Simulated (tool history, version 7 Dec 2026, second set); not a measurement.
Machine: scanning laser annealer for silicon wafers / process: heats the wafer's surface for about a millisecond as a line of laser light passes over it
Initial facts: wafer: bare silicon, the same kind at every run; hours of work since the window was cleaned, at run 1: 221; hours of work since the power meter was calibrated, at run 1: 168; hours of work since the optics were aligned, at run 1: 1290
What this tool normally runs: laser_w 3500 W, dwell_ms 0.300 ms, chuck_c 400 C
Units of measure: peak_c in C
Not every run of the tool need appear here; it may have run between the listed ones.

| run | hour | laser_w | dwell_ms | chuck_c | hours of work since the window was cleaned | hours of work since the power meter was calibrated | hours of work since the optics were aligned | peak_c |
|---|---|---|---|---|---|---|---|---|
| 1 | 0.0 | 3500 | 0.300 | 400 | 221 | 168 | 1290 | 1125 |
| 2 | 70.7 | 3500 | 0.300 | 400 | 252 | 200 | 1322 | 1125 |
| 3 | 131.5 | 3500 | 0.300 | 400 | 279 | 227 | 1349 | 1125 |
| 4 | 171.1 | 3500 | 0.300 | 400 | 297 | 244 | 1366 | 1127 |
| 5 | 242.9 | 3500 | 0.300 | 400 | 329 | 276 | 1398 | 1124 |
| 6 | 302.7 | 3500 | 0.300 | 400 | 356 | 303 | 1425 | 1120 |
| 7 | 344.0 | 3800 | 0.300 | 400 | 374 | 321 | 1443 | 1195 |
| 8 | 414.2 | 3500 | 0.261 | 400 | 405 | 352 | 1475 | 1069 |
| 9 | 484.0 | 3500 | 0.300 | 400 | 436 | 384 | 1506 | 1120 |
| 10 | 522.6 | 3500 | 0.300 | 400 | 453 | 401 | 1523 | 1120 |
|  | 576.4 | optics aligned, line set to its width |
| 11 | 583.3 | 3500 | 0.300 | 431 | 478 | 426 | 3 | 1165 |
| 12 | 644.4 | 3500 | 0.300 | 431 | 505 | 453 | 30 | 1167 |
| 13 | 705.6 | 3500 | 0.300 | 431 | 533 | 480 | 58 | 1162 |
| 14 | 762.5 | 3500 | 0.300 | 431 | 558 | 505 | 83 | 1161 |
|  | 781.5 | window over the wafer cleaned |
| 15 | 818.7 | 3500 | 0.300 | 400 | 17 | 529 | 107 | 1151 |
| 16 | 880.1 | 3500 | 0.300 | 376 | 44 | 557 | 134 | 1128 |
| 17 | 944.4 | 3500 | 0.324 | 376 | 73 | 585 | 163 | 1156 |
| 18 | 1028.2 | 3500 | 0.324 | 376 | 110 | 623 | 200 | 1154 |
| 19 | 1111.0 | 3500 | 0.324 | 376 | 147 | 660 | 237 | 1154 |
| 20 | 1189.5 | 3500 | 0.324 | 376 | 182 | 694 | 272 | 1151 |
| 21 | 1272.6 | 3500 | 0.300 | 400 | 219 | 731 | 309 | 1143 |
| 22 | 1326.3 | 3539 | 0.233 | 369 | 243 | 755 | 333 | 1028 |
| 23 | 1372.6 | 3150 | 0.224 | 435 | 263 | 776 | 353 | 999 |
| 24 | 1438.7 | 3709 | 0.320 | 384 | 293 | 805 | 383 | 1204 |
| 25 | 1510.8 | 3713 | 0.324 | 421 | 325 | 837 | 415 | 1246 |
| 26 | 1592.9 | 3618 | 0.324 | 391 | 361 | 874 | 452 | 1189 |
| 27 | 1674.0 | 3618 | 0.324 | 391 | 397 | 910 | 488 | 1186 |
| 28 | 1756.5 | 3618 | 0.324 | 391 | 434 | 947 | 524 | 1182 |
| 29 | 1799.6 | 3618 | 0.324 | 391 | 453 | 966 | 544 | 1185 |
| 30 | 1861.7 | 3618 | 0.324 | 391 | 481 | 994 | 571 | 1182 |
| 31 | 1918.1 | 3618 | 0.324 | 391 | 506 | 1019 | 596 | 1181 |
| 32 | 1996.0 | 3238 | 0.304 | 363 | 541 | 1053 | 631 | 1031 |
|  | 2057.1 | window over the wafer cleaned |
| 33 | 2057.1 | 3644 | 0.264 | 363 | 0 | 1080 | 657 | 1100 |
| 34 | 2142.2 | 3381 | 0.278 | 374 | 38 | 1118 | 695 | 1061 |
| 35 | 2211.9 | 3500 | 0.242 | 367 | 69 | 1149 | 726 | 1035 |
| 36 | 2283.3 | 3380 | 0.284 | 376 | 101 | 1180 | 758 | 1069 |
| 37 | 2338.9 | 3500 | 0.304 | 400 | 125 | 1205 | 783 | 1145 |
| 38 | 2424.7 | 3500 | 0.231 | 372 | 164 | 1243 | 821 | 1017 |
| 39 | 2507.0 | 3697 | 0.300 | 400 | 200 | 1280 | 857 | 1186 |
| 40 | 2583.5 | 3591 | 0.213 | 362 | 234 | 1314 | 892 | 1000 |
| 41 | 2657.2 | 3700 | 0.253 | 400 | 267 | 1347 | 924 | 1119 |

Some steps in peak_c between neighbouring runs. How much of each would the tool show without its hidden state too (settings, what came in, random variation), and how much is left for the hidden state, with any gauge scatter that isn't in both results?
Hidden state present: light that passes the window, % of a clean one's; laser's true power over the reading, %; width of the line over the set one, %; drift of the gauge itself on peak_c, C.
Run 10 -> 11: chuck_c 400 -> 431, optics aligned, line set to its width. peak_c +45 C: hidden state +18, all else +27.
Run 14 -> 15: chuck_c 431 -> 400, window over the wafer cleaned. peak_c -10 C: hidden state +21, all else -31.
Run 23 -> 24: laser_w 3150 -> 3709, dwell_ms 0.224 -> 0.320, chuck_c 435 -> 384. peak_c +205 C: hidden state -6, all else +211.
Run 32 -> 33: laser_w 3238 -> 3644, dwell_ms 0.304 -> 0.264, window over the wafer cleaned. peak_c +69 C: hidden state +17, all else +52.
Run 38 -> 39: laser_w 3500 -> 3697, dwell_ms 0.231 -> 0.300, chuck_c 372 -> 400. peak_c +169 C: hidden state -4, all else +173.
Run 39 -> 40: laser_w 3697 -> 3591, dwell_ms 0.300 -> 0.213, chuck_c 400 -> 362. peak_c -186 C: hidden state +2, all else -188.
